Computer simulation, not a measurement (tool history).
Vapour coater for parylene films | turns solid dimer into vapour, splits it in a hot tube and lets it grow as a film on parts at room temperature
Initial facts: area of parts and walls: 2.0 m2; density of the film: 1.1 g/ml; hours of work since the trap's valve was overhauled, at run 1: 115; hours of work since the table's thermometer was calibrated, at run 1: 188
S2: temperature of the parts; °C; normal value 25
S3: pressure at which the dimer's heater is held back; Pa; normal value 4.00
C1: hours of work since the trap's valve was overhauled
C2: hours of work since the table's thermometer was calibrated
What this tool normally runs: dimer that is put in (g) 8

run 1 hour=0.0 | dimer_that_is_put_in_(g)=8 S2=25 S3=4.00 | C1=115 C2=188 | thickness_of_the_film_(µm)=1.84
run 2 hour=16.1 | dimer_that_is_put_in_(g)=8 S2=25 S3=4.00 | C1=126 C2=200 | thickness_of_the_film_(µm)=1.82
run 3 hour=23.6 | dimer_that_is_put_in_(g)=4 S2=25 S3=4.00 | C1=132 C2=205 | thickness_of_the_film_(µm)=0.91
run 4 hour=33.6 | dimer_that_is_put_in_(g)=8 S2=25 S3=4.11 | C1=139 C2=213 | thickness_of_the_film_(µm)=1.79
run 5 hour=44.4 | dimer_that_is_put_in_(g)=5 S2=25 S3=4.00 | C1=147 C2=220 | thickness_of_the_film_(µm)=1.11
run 6 hour=57.2 | dimer_that_is_put_in_(g)=5 S2=25 S3=4.00 | C1=156 C2=230 | thickness_of_the_film_(µm)=1.11
run 7 hour=65.8 | dimer_that_is_put_in_(g)=5 S2=25 S3=4.00 | C1=162 C2=236 | thickness_of_the_film_(µm)=1.09
run 8 hour=79.8 | dimer_that_is_put_in_(g)=5 S2=25 S3=4.00 | C1=172 C2=246 | thickness_of_the_film_(µm)=1.10
run 9 hour=94.6 | dimer_that_is_put_in_(g)=5 S2=25 S3=4.00 | C1=183 C2=257 | thickness_of_the_film_(µm)=1.10
run 10 hour=106.1 | dimer_that_is_put_in_(g)=8 S2=25 S3=4.00 | C1=191 C2=265 | thickness_of_the_film_(µm)=1.76
run 11 hour=120.8 | dimer_that_is_put_in_(g)=8 S2=25 S3=3.91 | C1=202 C2=276 | thickness_of_the_film_(µm)=1.76
run 12 hour=132.8 | dimer_that_is_put_in_(g)=8 S2=25 S3=3.91 | C1=211 C2=284 | thickness_of_the_film_(µm)=1.73
run 13 hour=143.9 | dimer_that_is_put_in_(g)=8 S2=31 S3=4.00 | C1=219 C2=292 | thickness_of_the_film_(µm)=1.38
run 14 hour=158.8 | dimer_that_is_put_in_(g)=8 S2=31 S3=4.00 | C1=230 C2=303 | thickness_of_the_film_(µm)=1.40
run 15 hour=174.0 | dimer_that_is_put_in_(g)=8 S2=25 S3=4.00 | C1=240 C2=314 | thickness_of_the_film_(µm)=1.69
run 16 hour=189.8 | dimer_that_is_put_in_(g)=8 S2=25 S3=4.00 | C1=252 C2=325 | thickness_of_the_film_(µm)=1.68
-- hour=203.4 trap's valve overhauled
run 17 hour=210.1 | dimer_that_is_put_in_(g)=8 S2=33 S3=4.00 | C1=5 C2=337 | thickness_of_the_film_(µm)=1.44
run 18 hour=222.1 | dimer_that_is_put_in_(g)=8 S2=25 S3=4.00 | C1=14 C2=346 | thickness_of_the_film_(µm)=1.87
run 19 hour=238.6 | dimer_that_is_put_in_(g)=8 S2=27 S3=4.00 | C1=25 C2=358 | thickness_of_the_film_(µm)=1.78
run 20 hour=250.1 | dimer_that_is_put_in_(g)=8 S2=25 S3=10.65 | C1=34 C2=366 | thickness_of_the_film_(µm)=1.72
run 21 hour=267.2 | dimer_that_is_put_in_(g)=8 S2=25 S3=10.65 | C1=46 C2=378 | thickness_of_the_film_(µm)=1.65
run 22 hour=277.9 | dimer_that_is_put_in_(g)=8 S2=25 S3=10.65 | C1=54 C2=386 | thickness_of_the_film_(µm)=1.66
run 23 hour=293.8 | dimer_that_is_put_in_(g)=8 S2=20 S3=4.00 | C1=65 C2=398 | thickness_of_the_film_(µm)=2.20
run 24 hour=309.7 | dimer_that_is_put_in_(g)=8 S2=25 S3=3.56 | C1=77 C2=409 | thickness_of_the_film_(µm)=1.86
run 25 hour=319.2 | dimer_that_is_put_in_(g)=13 S2=25 S3=4.00 | C1=84 C2=416 | thickness_of_the_film_(µm)=2.96
run 26 hour=326.7 | dimer_that_is_put_in_(g)=13 S2=25 S3=4.00 | C1=89 C2=421 | thickness_of_the_film_(µm)=3.02
run 27 hour=337.1 | dimer_that_is_put_in_(g)=8 S2=23 S3=4.00 | C1=97 C2=429 | thickness_of_the_film_(µm)=1.95
run 28 hour=347.9 | dimer_that_is_put_in_(g)=8 S2=23 S3=4.00 | C1=104 C2=437 | thickness_of_the_film_(µm)=1.94
run 29 hour=356.6 | dimer_that_is_put_in_(g)=8 S2=32 S3=2.66 | C1=111 C2=443 | thickness_of_the_film_(µm)=1.50
run 30 hour=364.0 | dimer_that_is_put_in_(g)=3 S2=34 S3=9.33 | C1=116 C2=448 | thickness_of_the_film_(µm)=0.45
run 31 hour=374.5 | dimer_that_is_put_in_(g)=4 S2=26 S3=2.94 | C1=124 C2=456 | thickness_of_the_film_(µm)=0.91
run 32 hour=388.4 | dimer_that_is_put_in_(g)=4 S2=26 S3=2.94 | C1=134 C2=466 | thickness_of_the_film_(µm)=0.88
run 33 hour=402.8 | dimer_that_is_put_in_(g)=8 S2=34 S3=4.00 | C1=144 C2=476 | thickness_of_the_film_(µm)=1.31
run 34 hour=419.2 | dimer_that_is_put_in_(g)=13 S2=34 S3=7.88 | C1=156 C2=488 | thickness_of_the_film_(µm)=1.92
run 35 hour=427.8 | dimer_that_is_put_in_(g)=13 S2=34 S3=7.88 | C1=162 C2=495 | thickness_of_the_film_(µm)=1.92
run 36 hour=441.5 | dimer_that_is_put_in_(g)=13 S2=34 S3=7.88 | C1=172 C2=504 | thickness_of_the_film_(µm)=1.87
run 37 hour=456.1 | dimer_that_is_put_in_(g)=11 S2=19 S3=11.98 | C1=183 C2=515 | thickness_of_the_film_(µm)=2.53
run 38 hour=467.8 | dimer_that_is_put_in_(g)=11 S2=19 S3=11.98 | C1=191 C2=523 | thickness_of_the_film_(µm)=2.52
run 39 hour=484.3 | dimer_that_is_put_in_(g)=11 S2=19 S3=11.98 | C1=203 C2=535 | thickness_of_the_film_(µm)=2.52
run 40 hour=498.2 | dimer_that_is_put_in_(g)=4 S2=32 S3=2.75 | C1=213 C2=545 | thickness_of_the_film_(µm)=0.70
run 41 hour=511.1 | dimer_that_is_put_in_(g)=4 S2=27 S3=2.54 | C1=222 C2=555 | thickness_of_the_film_(µm)=0.82
run 42 hour=523.5 | dimer_that_is_put_in_(g)=8 S2=24 S3=4.00 | C1=231 C2=564 | thickness_of_the_film_(µm)=1.75
run 43 hour=540.5 | dimer_that_is_put_in_(g)=4 S2=25 S3=4.00 | C1=243 C2=576 | thickness_of_the_film_(µm)=0.83
run 44 hour=555.7 | dimer_that_is_put_in_(g)=5 S2=20 S3=8.13 | C1=254 C2=587 | thickness_of_the_film_(µm)=1.12
-- hour=566.2 trap's valve overhauled
run 45 hour=576.3 | dimer_that_is_put_in_(g)=6 S2=25 S3=4.00 | C1=7 C2=599 | thickness_of_the_film_(µm)=1.44
run 46 hour=586.4 | dimer_that_is_put_in_(g)=5 S2=35 S3=9.92 | C1=15 C2=606 | thickness_of_the_film_(µm)=0.74
run 47 hour=594.1 | dimer_that_is_put_in_(g)=5 S2=18 S3=7.20 | C1=20 C2=612 | thickness_of_the_film_(µm)=1.42
run 48 hour=609.8 | dimer_that_is_put_in_(g)=3 S2=21 S3=4.00 | C1=32 C2=623 | thickness_of_the_film_(µm)=0.82

3 options for the next run, each taken on its own from the tool as it stands now. Forecast them:
run A hour=624.9 | dimer_that_is_put_in_(g)=3 S2=34 S3=7.99 | C1=42 C2=634 | thickness_of_the_film_(µm)=?
run B hour=624.9 | dimer_that_is_put_in_(g)=3 S2=24 S3=3.36 | C1=42 C2=634 | thickness_of_the_film_(µm)=?
run C hour=624.9 | dimer_that_is_put_in_(g)=13 S2=18 S3=2.46 | C1=42 C2=634 | thickness_of_the_film_(µm)=?

run=A thickness_of_the_film_(µm)=0.49
run=B thickness_of_the_film_(µm)=0.74
run=C thickness_of_the_film_(µm)=4.12
Without the tool's unlogged condition, the same runs would have read:
run=A thickness_of_the_film_(µm)=0.51
run=B thickness_of_the_film_(µm)=0.76
run=C thickness_of_the_film_(µm)=4.25
